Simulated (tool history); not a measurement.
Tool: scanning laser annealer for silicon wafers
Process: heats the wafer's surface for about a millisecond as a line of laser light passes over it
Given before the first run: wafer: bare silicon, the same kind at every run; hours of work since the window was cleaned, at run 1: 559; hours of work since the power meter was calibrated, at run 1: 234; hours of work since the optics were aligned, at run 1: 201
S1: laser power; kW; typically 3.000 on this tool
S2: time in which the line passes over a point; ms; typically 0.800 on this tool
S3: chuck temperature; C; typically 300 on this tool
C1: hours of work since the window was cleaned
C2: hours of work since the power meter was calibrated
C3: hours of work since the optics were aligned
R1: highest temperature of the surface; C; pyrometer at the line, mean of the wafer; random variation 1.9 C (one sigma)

| run | hour | S1 | S2 | S3 | C1 | C2 | C3 | R1 |
|---|---|---|---|---|---|---|---|---|
| 1 | 0.0 | 3.000 | 0.800 | 300 | 559 | 234 | 201 | 1077 |
| 2 | 10.5 | 2.680 | 0.800 | 300 | 566 | 240 | 208 | 972 |
| 3 | 24.2 | 2.680 | 0.800 | 336 | 574 | 249 | 216 | 1005 |
| 4 | 35.6 | 2.680 | 0.800 | 336 | 581 | 255 | 223 | 1009 |
| 5 | 42.5 | 2.680 | 0.972 | 336 | 585 | 260 | 227 | 1076 |
| 6 | 52.9 | 2.680 | 0.972 | 336 | 592 | 266 | 234 | 1071 |
| 7 | 60.6 | 2.680 | 0.972 | 336 | 596 | 271 | 238 | 1072 |
| 8 | 69.5 | 2.659 | 0.972 | 336 | 602 | 276 | 244 | 1063 |
| 9 | 76.1 | 2.659 | 0.972 | 336 | 606 | 280 | 248 | 1065 |
| 10 | 90.3 | 2.659 | 0.972 | 336 | 615 | 289 | 257 | 1060 |
| 11 | 102.7 | 2.659 | 0.972 | 336 | 622 | 297 | 264 | 1060 |
| 12 | 115.2 | 2.820 | 0.800 | 300 | 630 | 304 | 272 | 1015 |
| 13 | 122.3 | 2.820 | 0.800 | 300 | 634 | 309 | 276 | 1018 |
| 14 | 131.3 | 2.820 | 0.800 | 300 | 640 | 314 | 282 | 1014 |
| 15 | 143.0 | 2.820 | 0.800 | 300 | 647 | 321 | 289 | 1012 |
| 16 | 154.6 | 3.000 | 0.800 | 300 | 654 | 328 | 296 | 1071 |
| 17 | 162.8 | 3.000 | 0.800 | 330 | 659 | 333 | 301 | 1105 |
| 18 | 176.2 | 3.000 | 0.800 | 330 | 667 | 342 | 309 | 1104 |
| 19 | 183.5 | 3.000 | 0.867 | 300 | 672 | 346 | 314 | 1099 |
| 20 | 190.7 | 3.000 | 0.867 | 300 | 676 | 351 | 318 | 1098 |
| 21 | 197.5 | 3.287 | 0.868 | 300 | 680 | 355 | 322 | 1192 |
| 22 | 207.0 | 3.037 | 0.868 | 338 | 686 | 361 | 328 | 1149 |
| 23 | 217.7 | 3.037 | 0.868 | 338 | 693 | 367 | 335 | 1150 |

Predict the results of run 24:
| 24 | 231.9 | 2.799 | 0.800 | 280 | 701 | 376 | 343 | ? |

R1: 986 C
With the hidden condition absent and the run-to-run variation left alone, this run would have shown R1 1007 C.
